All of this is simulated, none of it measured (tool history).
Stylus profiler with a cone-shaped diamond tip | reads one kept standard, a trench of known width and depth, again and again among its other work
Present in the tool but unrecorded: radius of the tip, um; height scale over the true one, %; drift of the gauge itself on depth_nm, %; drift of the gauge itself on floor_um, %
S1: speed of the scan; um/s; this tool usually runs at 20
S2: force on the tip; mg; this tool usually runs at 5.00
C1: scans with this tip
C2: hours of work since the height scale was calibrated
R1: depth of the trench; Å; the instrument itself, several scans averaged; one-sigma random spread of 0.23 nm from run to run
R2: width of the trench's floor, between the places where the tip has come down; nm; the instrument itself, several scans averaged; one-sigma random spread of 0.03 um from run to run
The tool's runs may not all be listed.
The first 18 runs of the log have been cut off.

run	hour	S1	S2	C1	C2	R1	R2
19	1254.6	20	8.77	24322	1644	10239.3	45960
# hour 1313.2: height scale calibrated on a step standard
20	1334.6	20	8.77	24703	14	10240.4	45920
21	1417.5	20	8.77	25101	69	10234.7	45880
22	1517.6	38	8.42	25581	135	10230.7	45860
23	1574.5	29	4.65	25854	173	10158.0	45890
# hour 1625.5: new tip fitted, height scale calibrated
24	1669.9	31	5.69	213	29	10177.0	45940
25	1724.8	21	3.73	476	66	10129.5	45950
26	1770.3	32	3.36	694	96	10127.2	45960
27	1868.2	20	4.13	1164	160	10145.5	45950
28	1928.4	20	3.93	1453	200	10137.7	45950
29	2020.8	36	2.65	1896	261	10109.3	45860
30	2071.5	51	2.65	2139	295	10109.4	45810
31	2132.0	9	14.76	2429	335	10340.9	46020
32	2212.7	9	14.76	2816	388	10337.2	45960
33	2274.5	9	14.76	3112	429	10334.9	45970
34	2328.8	43	10.57	3373	465	10269.9	45900
35	2388.3	43	10.57	3658	504	10272.3	45910
36	2429.9	43	10.57	3858	532	10272.0	45970
37	2524.1	20	1.76	4310	594	10087.6	45920
38	2606.2	48	11.79	4704	648	10290.1	45920
39	2653.1	48	11.79	4929	679	10290.1	45890
40	2739.5	48	11.79	5343	736	10292.7	45950

Consider 3 possible next runs. They are alternatives, not a sequence: every one starts from the tool as it was left by run 40. What does each give?
A	2827.7	41	11.79	5766	795	?	?
B	2827.7	37	2.49	5766	795	?	?
C	2827.7	76	6.87	5766	795	?	?

run	R1	R2
A	10290.2	45950
B	10101.4	45860
C	10201.9	45850
The same runs, with their run-to-run variation unchanged, on a tool lacking any hidden condition would have given:
run	R1	R2
A	10290.3	45960
B	10101.5	45870
C	10202.0	45860
